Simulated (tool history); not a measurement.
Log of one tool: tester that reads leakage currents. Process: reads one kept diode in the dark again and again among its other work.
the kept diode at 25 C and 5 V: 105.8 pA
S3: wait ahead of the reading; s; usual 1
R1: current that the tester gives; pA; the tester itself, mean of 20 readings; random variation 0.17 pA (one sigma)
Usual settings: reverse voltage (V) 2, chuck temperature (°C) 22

Run 1, hour 0: usual settings. Result: R1 52.5 pA.
Run 2, hour 76.3: usual settings but chuck temperature (°C) 24. Result: R1 60.32 pA.
Run 3, hour 165.7: usual settings but S3 0.58 s. Result: R1 52.57 pA.
Run 4, hour 208.3: usual settings but S3 2.64 s. Result: R1 52.11 pA.
Run 5, hour 291.3: usual settings but S3 2.64 s. Result: R1 52.17 pA.
Run 6, hour 376.6: usual settings but S3 2.64 s. Result: R1 52.17 pA.
Run 7, hour 458.7: usual settings but S3 2.64 s. Result: R1 52.05 pA.
Run 8, hour 512: usual settings. Result: R1 52.23 pA.
Run 9, hour 552.3: usual settings. Result: R1 52.24 pA.
Run 10, hour 599.1: usual settings. Result: R1 52.35 pA.
Run 11, hour 646.1: usual settings. Result: R1 52.23 pA.
Run 12, hour 731.7: usual settings. Result: R1 52.04 pA.
Run 13, hour 821.1: usual settings. Result: R1 52.4 pA.
Run 14, hour 909.6: usual settings but reverse voltage (V) 7.05, chuck temperature (°C) 30, S3 1.88 s. Result: R1 180.64 pA.
Run 15, hour 958.9: usual settings but reverse voltage (V) 2.41, chuck temperature (°C) 49, S3 1.88 s. Result: R1 345.65 pA.
Run 16, hour 1006.1: usual settings but reverse voltage (V) 2.41, chuck temperature (°C) 49, S3 1.88 s. Result: R1 347.03 pA.
Run 17, hour 1094.6: usual settings but reverse voltage (V) 2.41, chuck temperature (°C) 49, S3 1.88 s. Result: R1 347.69 pA.
Run 18, hour 1157.6: usual settings but reverse voltage (V) 1.88, S3 2.63 s. Result: R1 50.61 pA.
Run 19, hour 1216.8: usual settings but reverse voltage (V) 11.86, chuck temperature (°C) 20, S3 4.7 s. Result: R1 122.14 pA.
Run 20, hour 1310: usual settings but reverse voltage (V) 9.61, chuck temperature (°C) 49, S3 2.69 s. Result: R1 724.43 pA.
Run 21, hour 1360.8: usual settings but chuck temperature (°C) 27, S3 4.75 s. Result: R1 73.93 pA.

3 ways to go on from here, each from the tool as it stands after run 21. What would each give?
Run A, hour 1431.8: usual settings but reverse voltage (V) 1.11, chuck temperature (°C) 38, S3 6.11 s. Result: R1 ?.
Run B, hour 1431.8: usual settings but reverse voltage (V) 15.51, chuck temperature (°C) 27, S3 3.85 s. Result: R1 ?.
Run C, hour 1431.8: usual settings but reverse voltage (V) 1.97, chuck temperature (°C) 57, S3 0.37 s. Result: R1 ?.

run      R1
  A  114.13
  B  228.41
  C  502.31
Without the tool's hidden state the same runs would have given:
run      R1
  A   118.4
  B  222.27
  C  521.89
